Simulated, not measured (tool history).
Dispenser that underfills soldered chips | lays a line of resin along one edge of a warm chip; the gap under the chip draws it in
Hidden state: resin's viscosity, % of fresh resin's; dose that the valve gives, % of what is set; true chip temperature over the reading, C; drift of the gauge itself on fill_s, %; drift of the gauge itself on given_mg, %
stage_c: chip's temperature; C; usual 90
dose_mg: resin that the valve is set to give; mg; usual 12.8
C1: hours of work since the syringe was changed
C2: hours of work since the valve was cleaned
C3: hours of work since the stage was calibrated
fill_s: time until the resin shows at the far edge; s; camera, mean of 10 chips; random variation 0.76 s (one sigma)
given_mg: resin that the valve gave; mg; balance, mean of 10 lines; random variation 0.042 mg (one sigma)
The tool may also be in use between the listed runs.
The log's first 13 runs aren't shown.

{"run": 14, "hour": 133.6, "stage_c": 90, "dose_mg": 12.8, "C1": 7, "C2": 60, "C3": 405, "fill_s": 111.7, "given_mg": 12.39}
{"hour": 139.2, "done": "new syringe of resin"}
{"run": 15, "hour": 140.5, "stage_c": 90, "dose_mg": 12.8, "C1": 1, "C2": 64, "C3": 410, "fill_s": 72.9, "given_mg": 12.36}
{"run": 16, "hour": 153.0, "stage_c": 90, "dose_mg": 13.9, "C1": 9, "C2": 73, "C3": 418, "fill_s": 128.0, "given_mg": 13.34}
{"hour": 156.4, "done": "new syringe of resin"}
{"run": 17, "hour": 160.4, "stage_c": 99, "dose_mg": 12.8, "C1": 3, "C2": 77, "C3": 423, "fill_s": 61.4, "given_mg": 12.23}
{"hour": 163.0, "done": "dispensing valve cleaned and set on the balance"}
{"run": 18, "hour": 171.8, "stage_c": 99, "dose_mg": 12.8, "C1": 10, "C2": 6, "C3": 430, "fill_s": 99.6, "given_mg": 12.82}
{"hour": 174.1, "done": "new syringe of resin"}
{"run": 19, "hour": 180.7, "stage_c": 95, "dose_mg": 11.1, "C1": 4, "C2": 12, "C3": 435, "fill_s": 78.8, "given_mg": 11.08}
{"hour": 190.2, "done": "new syringe of resin"}
{"run": 20, "hour": 192.6, "stage_c": 94, "dose_mg": 15.5, "C1": 2, "C2": 19, "C3": 443, "fill_s": 64.1, "given_mg": 15.35}
{"hour": 206.3, "done": "new syringe of resin"}
{"run": 21, "hour": 206.3, "stage_c": 94, "dose_mg": 15.5, "C1": 0, "C2": 28, "C3": 452, "fill_s": 58.6, "given_mg": 15.28}
{"run": 22, "hour": 219.9, "stage_c": 94, "dose_mg": 15.5, "C1": 9, "C2": 37, "C3": 461, "fill_s": 110.1, "given_mg": 15.1}
{"hour": 222.5, "done": "new syringe of resin"}
{"run": 23, "hour": 234.2, "stage_c": 93, "dose_mg": 12.0, "C1": 8, "C2": 47, "C3": 470, "fill_s": 107.5, "given_mg": 11.76}
{"hour": 239.2, "done": "new syringe of resin"}
{"run": 24, "hour": 241.0, "stage_c": 93, "dose_mg": 12.0, "C1": 1, "C2": 51, "C3": 475, "fill_s": 64.6, "given_mg": 11.74}
{"run": 25, "hour": 253.7, "stage_c": 93, "dose_mg": 12.0, "C1": 10, "C2": 59, "C3": 483, "fill_s": 120.2, "given_mg": 11.61}
{"hour": 255.7, "done": "new syringe of resin"}
{"run": 26, "hour": 267.1, "stage_c": 93, "dose_mg": 12.0, "C1": 8, "C2": 68, "C3": 492, "fill_s": 102.9, "given_mg": 11.58}
{"hour": 271.7, "done": "new syringe of resin"}
{"run": 27, "hour": 282.0, "stage_c": 103, "dose_mg": 12.4, "C1": 7, "C2": 78, "C3": 501, "fill_s": 72.1, "given_mg": 11.82}
{"hour": 283.7, "done": "dispensing valve cleaned and set on the balance"}
{"hour": 289.0, "done": "new syringe of resin"}
{"run": 28, "hour": 294.3, "stage_c": 95, "dose_mg": 16.0, "C1": 3, "C2": 7, "C3": 509, "fill_s": 71.1, "given_mg": 15.91}
{"hour": 305.9, "done": "new syringe of resin"}
{"run": 29, "hour": 306.3, "stage_c": 93, "dose_mg": 11.8, "C1": 0, "C2": 15, "C3": 517, "fill_s": 62.3, "given_mg": 11.7}
{"run": 30, "hour": 312.5, "stage_c": 93, "dose_mg": 11.8, "C1": 4, "C2": 19, "C3": 521, "fill_s": 83.2, "given_mg": 11.68}
{"hour": 322.9, "done": "new syringe of resin"}
{"run": 31, "hour": 324.9, "stage_c": 85, "dose_mg": 14.3, "C1": 1, "C2": 27, "C3": 529, "fill_s": 82.2, "given_mg": 14.06}
{"run": 32, "hour": 334.2, "stage_c": 99, "dose_mg": 12.3, "C1": 7, "C2": 33, "C3": 535, "fill_s": 84.0, "given_mg": 12.06}
{"hour": 339.3, "done": "new syringe of resin"}
{"run": 33, "hour": 341.7, "stage_c": 95, "dose_mg": 13.2, "C1": 2, "C2": 38, "C3": 540, "fill_s": 63.1, "given_mg": 12.87}
{"hour": 355.3, "done": "new syringe of resin"}
{"run": 34, "hour": 355.3, "stage_c": 90, "dose_mg": 11.6, "C1": 0, "C2": 47, "C3": 549, "fill_s": 67.6, "given_mg": 11.3}
{"run": 35, "hour": 369.4, "stage_c": 90, "dose_mg": 11.6, "C1": 9, "C2": 56, "C3": 558, "fill_s": 130.7, "given_mg": 11.19}
{"hour": 372.0, "done": "new syringe of resin"}
{"run": 36, "hour": 382.0, "stage_c": 99, "dose_mg": 13.7, "C1": 7, "C2": 64, "C3": 566, "fill_s": 81.5, "given_mg": 13.14}

Forecast each of these 3 alternatives for the next run:
{"hour": 388.1, "done": "new syringe of resin"}
{"run": "A", "hour": 394.5, "stage_c": 90, "dose_mg": 15.0, "C1": 4, "C2": 72, "C3": 574, "fill_s": "?", "given_mg": "?"}
{"hour": 388.1, "done": "new syringe of resin"}
{"run": "B", "hour": 394.5, "stage_c": 90, "dose_mg": 12.8, "C1": 4, "C2": 72, "C3": 574, "fill_s": "?", "given_mg": "?"}
{"hour": 388.1, "done": "new syringe of resin"}
{"run": "C", "hour": 394.5, "stage_c": 93, "dose_mg": 16.5, "C1": 4, "C2": 72, "C3": 574, "fill_s": "?", "given_mg": "?"}

run=A fill_s=89.7 given_mg=14.45
run=B fill_s=90.9 given_mg=12.23
run=C fill_s=80.6 given_mg=15.90
Without the tool's hidden state the same runs would have given:
run=A fill_s=69.2 given_mg=15.08
run=B fill_s=70.1 given_mg=12.77
run=C fill_s=62.3 given_mg=16.60
